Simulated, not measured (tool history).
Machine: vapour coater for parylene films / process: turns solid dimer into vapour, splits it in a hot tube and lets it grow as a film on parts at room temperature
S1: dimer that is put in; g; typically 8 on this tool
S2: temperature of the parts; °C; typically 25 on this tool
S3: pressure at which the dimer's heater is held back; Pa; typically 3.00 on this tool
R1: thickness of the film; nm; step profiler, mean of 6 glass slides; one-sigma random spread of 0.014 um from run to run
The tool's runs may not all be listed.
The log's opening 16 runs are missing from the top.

Run 17, hour 307.5: usual settings. Result: R1 2260 nm.
Run 18, hour 329.1: usual settings. Result: R1 2250 nm.
Run 19, hour 345.3: usual settings but S3 3.98 Pa. Result: R1 2080 nm.
At hour 369.1: table's thermometer calibrated, once more.
Run 20, hour 371.1: usual settings but S1 10 g, S2 19 °C, S3 3.87 Pa. Result: R1 3520 nm.
Run 21, hour 394.2: usual settings but S1 10 g, S2 19 °C, S3 3.87 Pa. Result: R1 3480 nm.
Run 22, hour 407.9: usual settings but S1 11 g, S2 23 °C, S3 3.44 Pa. Result: R1 3290 nm.
Run 23, hour 418.7: usual settings but S1 7 g, S2 18 °C, S3 3.44 Pa. Result: R1 2640 nm.
Run 24, hour 437.3: usual settings but S2 28 °C, S3 6.77 Pa. Result: R1 1610 nm.
Run 25, hour 449.3: usual settings but S2 28 °C, S3 6.77 Pa. Result: R1 1580 nm.
Run 26, hour 471.8: usual settings but S1 6 g, S2 20 °C, S3 11.61 Pa. Result: R1 1530 nm.
Run 27, hour 487.7: usual settings but S1 6 g, S2 28 °C, S3 9.23 Pa. Result: R1 1100 nm.
Run 28, hour 501.6: usual settings but S1 6 g, S2 26 °C, S3 7.63 Pa. Result: R1 1270 nm.
Run 29, hour 522.0: usual settings but S1 13 g, S2 26 °C, S3 9.78 Pa. Result: R1 2570 nm.
Run 30, hour 540.8: usual settings but S1 12 g. Result: R1 3320 nm.
Run 31, hour 552.1: usual settings but S1 5 g, S2 31 °C, S3 11.95 Pa. Result: R1 760 nm.
Run 32, hour 572.7: usual settings but S1 4 g. Result: R1 1090 nm.
Run 33, hour 588.5: usual settings but S1 9 g. Result: R1 2450 nm.

Each row is a separate what-if for the run after 33, all from the same tool condition, not one after another. Results?
Run A, hour 609.5: usual settings but S1 6 g, S2 23 °C, S3 3.61 Pa. Result: R1 ?.
Run B, hour 609.5: usual settings but S2 18 °C. Result: R1 ?.
Run C, hour 609.5: usual settings but S1 4 g, S2 30 °C, S3 2.02 Pa. Result: R1 ?.
Run D, hour 609.5: usual settings but S1 13 g, S2 21 °C, S3 2.67 Pa. Result: R1 ?.
Run E, hour 609.5: usual settings but S2 22 °C. Result: R1 ?.

run    R1
  A  1720
  B  3040
  C   940
  D  4360
  E  2510
What these runs would have given with no unlogged condition in the tool:
run    R1
  A  1890
  B  3350
  C  1030
  D  4810
  E  2770
